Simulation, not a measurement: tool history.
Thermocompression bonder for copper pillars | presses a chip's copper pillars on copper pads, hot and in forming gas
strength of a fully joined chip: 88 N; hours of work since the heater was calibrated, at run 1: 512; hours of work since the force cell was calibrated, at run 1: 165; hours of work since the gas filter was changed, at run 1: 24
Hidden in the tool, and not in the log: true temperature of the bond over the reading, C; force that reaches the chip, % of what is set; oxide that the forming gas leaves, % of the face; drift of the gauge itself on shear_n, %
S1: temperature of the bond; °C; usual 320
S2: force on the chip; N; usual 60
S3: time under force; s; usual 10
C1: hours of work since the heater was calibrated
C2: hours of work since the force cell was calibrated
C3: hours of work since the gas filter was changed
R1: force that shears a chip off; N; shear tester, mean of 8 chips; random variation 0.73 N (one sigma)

{"run": 1, "day": 0.0, "S1": 320, "S2": 60, "S3": 10, "C1": 512, "C2": 165, "C3": 24, "R1": 62.6}
{"run": 2, "day": 0.3, "S1": 320, "S2": 60, "S3": 10, "C1": 517, "C2": 170, "C3": 30, "R1": 62.5}
{"run": 3, "day": 0.529, "S1": 320, "S2": 60, "S3": 13, "C1": 521, "C2": 174, "C3": 34, "R1": 66.4}
{"run": 4, "day": 0.742, "S1": 320, "S2": 60, "S3": 13, "C1": 525, "C2": 177, "C3": 37, "R1": 65.1}
{"run": 5, "day": 1.162, "S1": 320, "S2": 60, "S3": 13, "C1": 532, "C2": 185, "C3": 44, "R1": 66.4}
{"run": 6, "day": 1.504, "S1": 320, "S2": 60, "S3": 13, "C1": 538, "C2": 190, "C3": 50, "R1": 66.7}
{"day": 1.617, "done": "heater calibrated with a thermocouple chip"}
{"run": 7, "day": 1.771, "S1": 296, "S2": 60, "S3": 10, "C1": 3, "C2": 194, "C3": 53, "R1": 53.2}
{"run": 8, "day": 1.992, "S1": 311, "S2": 60, "S3": 10, "C1": 6, "C2": 197, "C3": 57, "R1": 59.1}
{"run": 9, "day": 2.325, "S1": 311, "S2": 60, "S3": 10, "C1": 12, "C2": 203, "C3": 63, "R1": 59}
{"run": 10, "day": 2.708, "S1": 344, "S2": 47, "S3": 14, "C1": 19, "C2": 210, "C3": 69, "R1": 67.5}
{"day": 2.942, "done": "heater calibrated with a thermocouple chip, once more"}
{"run": 11, "day": 3.188, "S1": 299, "S2": 60, "S3": 10, "C1": 4, "C2": 216, "C3": 76, "R1": 53.1}
{"run": 12, "day": 3.588, "S1": 299, "S2": 60, "S3": 10, "C1": 11, "C2": 223, "C3": 83, "R1": 53.8}
{"run": 13, "day": 3.879, "S1": 339, "S2": 60, "S3": 10, "C1": 16, "C2": 228, "C3": 88, "R1": 66.7}
{"run": 14, "day": 4.146, "S1": 308, "S2": 60, "S3": 10, "C1": 21, "C2": 233, "C3": 93, "R1": 55.9}
{"run": 15, "day": 4.354, "S1": 320, "S2": 60, "S3": 7, "C1": 24, "C2": 236, "C3": 96, "R1": 55.4}
{"run": 16, "day": 4.679, "S1": 320, "S2": 60, "S3": 7, "C1": 30, "C2": 242, "C3": 102, "R1": 54.3}
{"run": 17, "day": 5.042, "S1": 301, "S2": 72, "S3": 9, "C1": 36, "C2": 248, "C3": 108, "R1": 56.3}
{"run": 18, "day": 5.296, "S1": 301, "S2": 72, "S3": 9, "C1": 40, "C2": 252, "C3": 112, "R1": 56.8}

Hidden state or all else? Some run-to-run changes of R1, split into what the settings, what came in and random variation would give without the hidden state, and what is left for the hidden state (with any gauge scatter that isn't in both results):
Run 10 -> 11: S1 344 -> 299, S2 47 -> 60, S3 14 -> 10, heater calibrated with a thermocouple chip, once more. R1 -14.4 N: hidden state -0.9, all else -13.5.
